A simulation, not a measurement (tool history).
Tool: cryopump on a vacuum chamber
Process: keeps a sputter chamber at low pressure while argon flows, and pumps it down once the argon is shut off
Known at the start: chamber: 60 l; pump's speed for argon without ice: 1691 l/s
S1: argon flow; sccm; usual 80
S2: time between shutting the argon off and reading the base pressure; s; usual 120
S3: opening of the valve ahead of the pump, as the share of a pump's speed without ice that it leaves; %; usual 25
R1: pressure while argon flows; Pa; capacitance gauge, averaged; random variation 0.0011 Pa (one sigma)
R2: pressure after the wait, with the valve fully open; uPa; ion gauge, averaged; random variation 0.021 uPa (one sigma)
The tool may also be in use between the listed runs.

{"run": 1, "hour": 0.0, "S1": 80, "S2": 120, "S3": 25, "R1": 0.3257, "R2": 0.57}
{"run": 2, "hour": 22.8, "S1": 80, "S2": 120, "S3": 25, "R1": 0.3239, "R2": 0.56}
{"run": 3, "hour": 41.8, "S1": 80, "S2": 120, "S3": 47, "R1": 0.1762, "R2": 0.53}
{"run": 4, "hour": 61.2, "S1": 80, "S2": 120, "S3": 25, "R1": 0.3245, "R2": 0.56}
{"run": 5, "hour": 77.8, "S1": 52, "S2": 120, "S3": 25, "R1": 0.2115, "R2": 0.55}
{"run": 6, "hour": 93.1, "S1": 80, "S2": 120, "S3": 25, "R1": 0.327, "R2": 0.53}
{"run": 7, "hour": 104.5, "S1": 80, "S2": 120, "S3": 25, "R1": 0.3266, "R2": 0.53}
{"run": 8, "hour": 123.8, "S1": 80, "S2": 120, "S3": 25, "R1": 0.328, "R2": 0.57}
{"run": 9, "hour": 138.1, "S1": 80, "S2": 120, "S3": 44, "R1": 0.1875, "R2": 0.57}
{"run": 10, "hour": 147.6, "S1": 80, "S2": 120, "S3": 44, "R1": 0.189, "R2": 0.55}
{"run": 11, "hour": 169.3, "S1": 80, "S2": 120, "S3": 44, "R1": 0.19, "R2": 0.54}
{"run": 12, "hour": 179.7, "S1": 80, "S2": 70, "S3": 25, "R1": 0.326, "R2": 0.75}
{"run": 13, "hour": 191.7, "S1": 80, "S2": 34, "S3": 25, "R1": 0.3274, "R2": 1.27}
{"run": 14, "hour": 205.9, "S1": 80, "S2": 34, "S3": 25, "R1": 0.3277, "R2": 1.24}
{"run": 15, "hour": 227.5, "S1": 80, "S2": 34, "S3": 25, "R1": 0.3265, "R2": 1.25}
{"run": 16, "hour": 246.5, "S1": 80, "S2": 34, "S3": 25, "R1": 0.3281, "R2": 1.26}
{"run": 17, "hour": 262.8, "S1": 80, "S2": 34, "S3": 25, "R1": 0.3259, "R2": 1.24}
{"run": 18, "hour": 278.3, "S1": 42, "S2": 198, "S3": 50, "R1": 0.0875, "R2": 0.49}
{"run": 19, "hour": 297.9, "S1": 80, "S2": 90, "S3": 50, "R1": 0.168, "R2": 0.65}
{"run": 20, "hour": 317.0, "S1": 80, "S2": 29, "S3": 25, "R1": 0.3281, "R2": 1.45}
{"run": 21, "hour": 335.5, "S1": 80, "S2": 120, "S3": 16, "R1": 0.5065, "R2": 0.61}
{"run": 22, "hour": 352.7, "S1": 55, "S2": 86, "S3": 23, "R1": 0.245, "R2": 0.73}
{"run": 23, "hour": 365.5, "S1": 55, "S2": 73, "S3": 38, "R1": 0.1504, "R2": 0.74}
{"run": 24, "hour": 377.7, "S1": 55, "S2": 73, "S3": 38, "R1": 0.1506, "R2": 0.77}
{"run": 25, "hour": 392.2, "S1": 37, "S2": 59, "S3": 54, "R1": 0.0727, "R2": 0.86}
{"run": 26, "hour": 405.8, "S1": 101, "S2": 59, "S3": 54, "R1": 0.1972, "R2": 0.87}
{"run": 27, "hour": 424.1, "S1": 101, "S2": 59, "S3": 54, "R1": 0.1974, "R2": 0.88}
{"run": 28, "hour": 445.9, "S1": 101, "S2": 59, "S3": 54, "R1": 0.1973, "R2": 0.91}
{"run": 29, "hour": 459.9, "S1": 101, "S2": 59, "S3": 54, "R1": 0.1981, "R2": 0.87}
{"run": 30, "hour": 470.8, "S1": 96, "S2": 67, "S3": 54, "R1": 0.1881, "R2": 0.83}
{"run": 31, "hour": 490.7, "S1": 96, "S2": 67, "S3": 54, "R1": 0.1889, "R2": 0.79}
{"run": 32, "hour": 509.4, "S1": 96, "S2": 67, "S3": 54, "R1": 0.1872, "R2": 0.86}
{"run": 33, "hour": 523.8, "S1": 158, "S2": 205, "S3": 46, "R1": 0.3632, "R2": 0.48}
{"run": 34, "hour": 542.7, "S1": 101, "S2": 205, "S3": 25, "R1": 0.4148, "R2": 0.47}

4 ways to go on from here, each from the tool as it stands after run 34. What would each give?
{"run": "A", "hour": 558.3, "S1": 56, "S2": 205, "S3": 25, "R1": "?", "R2": "?"}
{"run": "B", "hour": 558.3, "S1": 135, "S2": 163, "S3": 47, "R1": "?", "R2": "?"}
{"run": "C", "hour": 558.3, "S1": 101, "S2": 70, "S3": 25, "R1": "?", "R2": "?"}
{"run": "D", "hour": 558.3, "S1": 80, "S2": 120, "S3": 32, "R1": "?", "R2": "?"}

run=A R1=0.2288 R2=0.5
run=B R1=0.3043 R2=0.56
run=C R1=0.4158 R2=0.82
run=D R1=0.2587 R2=0.6
Without the tool's hidden state the same runs would have given:
run=A R1=0.2222 R2=0.33
run=B R1=0.2882 R2=0.39
run=C R1=0.4038 R2=0.66
run=D R1=0.2491 R2=0.44
